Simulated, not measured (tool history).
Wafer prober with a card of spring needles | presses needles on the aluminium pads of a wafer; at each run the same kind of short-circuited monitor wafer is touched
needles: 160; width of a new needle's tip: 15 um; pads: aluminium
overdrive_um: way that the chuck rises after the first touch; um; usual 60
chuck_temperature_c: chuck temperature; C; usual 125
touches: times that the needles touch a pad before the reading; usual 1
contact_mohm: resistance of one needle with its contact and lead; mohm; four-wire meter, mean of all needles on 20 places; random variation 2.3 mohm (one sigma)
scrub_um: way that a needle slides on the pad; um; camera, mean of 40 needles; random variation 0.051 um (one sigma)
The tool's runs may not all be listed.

run 1 hour=0 | overdrive_um=60 chuck_temperature_c=125 touches=1 | contact_mohm=279 scrub_um=7.78
-- hour=5.6 tips cleaned on abrasive film
run 2 hour=12.8 | overdrive_um=60 chuck_temperature_c=51 touches=1 | contact_mohm=290 scrub_um=7.72
-- hour=18.9 tips cleaned on abrasive film
run 3 hour=25.6 | overdrive_um=60 chuck_temperature_c=51 touches=1 | contact_mohm=261 scrub_um=7.71
-- hour=31.8 tips cleaned on abrasive film
-- hour=37 tips cleaned on abrasive film, once more
run 4 hour=38.1 | overdrive_um=60 chuck_temperature_c=51 touches=1 | contact_mohm=244 scrub_um=7.72
-- hour=49.5 tips cleaned on abrasive film
run 5 hour=56.7 | overdrive_um=60 chuck_temperature_c=125 touches=1 | contact_mohm=282 scrub_um=7.68
-- hour=61.7 tips cleaned on abrasive film
-- hour=74.7 tips cleaned on abrasive film
run 6 hour=75.7 | overdrive_um=60 chuck_temperature_c=125 touches=1 | contact_mohm=262 scrub_um=7.66
-- hour=86.6 tips cleaned on abrasive film
run 7 hour=89.1 | overdrive_um=60 chuck_temperature_c=125 touches=1 | contact_mohm=272 scrub_um=7.63
-- hour=98.6 tips cleaned on abrasive film
run 8 hour=98.6 | overdrive_um=60 chuck_temperature_c=125 touches=1 | contact_mohm=264 scrub_um=7.65
run 9 hour=109.2 | overdrive_um=41 chuck_temperature_c=125 touches=1 | contact_mohm=320 scrub_um=5.13
-- hour=110.5 tips cleaned on abrasive film
run 10 hour=119.5 | overdrive_um=41 chuck_temperature_c=125 touches=1 | contact_mohm=308 scrub_um=5.19
-- hour=123.3 tips cleaned on abrasive film
run 11 hour=131.3 | overdrive_um=79 chuck_temperature_c=113 touches=1 | contact_mohm=267 scrub_um=10.04
-- hour=136.3 tips cleaned on abrasive film
run 12 hour=147.9 | overdrive_um=60 chuck_temperature_c=33 touches=2 | contact_mohm=260 scrub_um=7.7
-- hour=148.8 tips cleaned on abrasive film
-- hour=161.2 tips cleaned on abrasive film
run 13 hour=161.2 | overdrive_um=60 chuck_temperature_c=55 touches=2 | contact_mohm=246 scrub_um=7.58
-- hour=174.3 tips cleaned on abrasive film
run 14 hour=174.5 | overdrive_um=60 chuck_temperature_c=125 touches=2 | contact_mohm=259 scrub_um=7.62
-- hour=187.2 tips cleaned on abrasive film
run 15 hour=191.5 | overdrive_um=57 chuck_temperature_c=125 touches=2 | contact_mohm=266 scrub_um=7.17
-- hour=200.4 tips cleaned on abrasive film
run 16 hour=209.6 | overdrive_um=60 chuck_temperature_c=80 touches=2 | contact_mohm=264 scrub_um=7.6
-- hour=212.7 tips cleaned on abrasive film
run 17 hour=222.5 | overdrive_um=60 chuck_temperature_c=83 touches=2 | contact_mohm=265 scrub_um=7.49

5 ways to go on from here, each from the tool as it stands after run 17. What would each give?
-- hour=224.6 tips cleaned on abrasive film
run A hour=233.8 | overdrive_um=60 chuck_temperature_c=83 touches=3 | contact_mohm=? scrub_um=?
-- hour=224.6 tips cleaned on abrasive film
run B hour=233.8 | overdrive_um=60 chuck_temperature_c=72 touches=2 | contact_mohm=? scrub_um=?
-- hour=224.6 tips cleaned on abrasive film
run C hour=233.8 | overdrive_um=41 chuck_temperature_c=125 touches=1 | contact_mohm=? scrub_um=?
-- hour=224.6 tips cleaned on abrasive film
run D hour=233.8 | overdrive_um=62 chuck_temperature_c=125 touches=1 | contact_mohm=? scrub_um=?
-- hour=224.6 tips cleaned on abrasive film
run E hour=233.8 | overdrive_um=60 chuck_temperature_c=83 touches=1 | contact_mohm=? scrub_um=?

run=A contact_mohm=257 scrub_um=7.47
run=B contact_mohm=264 scrub_um=7.53
run=C contact_mohm=321 scrub_um=4.99
run=D contact_mohm=287 scrub_um=7.76
run=E contact_mohm=283 scrub_um=7.54
Without the tool's hidden state the same runs would have given:
run=A contact_mohm=245 scrub_um=7.74
run=B contact_mohm=243 scrub_um=7.8
run=C contact_mohm=260 scrub_um=5.26
run=D contact_mohm=257 scrub_um=8.03
run=E contact_mohm=249 scrub_um=7.81

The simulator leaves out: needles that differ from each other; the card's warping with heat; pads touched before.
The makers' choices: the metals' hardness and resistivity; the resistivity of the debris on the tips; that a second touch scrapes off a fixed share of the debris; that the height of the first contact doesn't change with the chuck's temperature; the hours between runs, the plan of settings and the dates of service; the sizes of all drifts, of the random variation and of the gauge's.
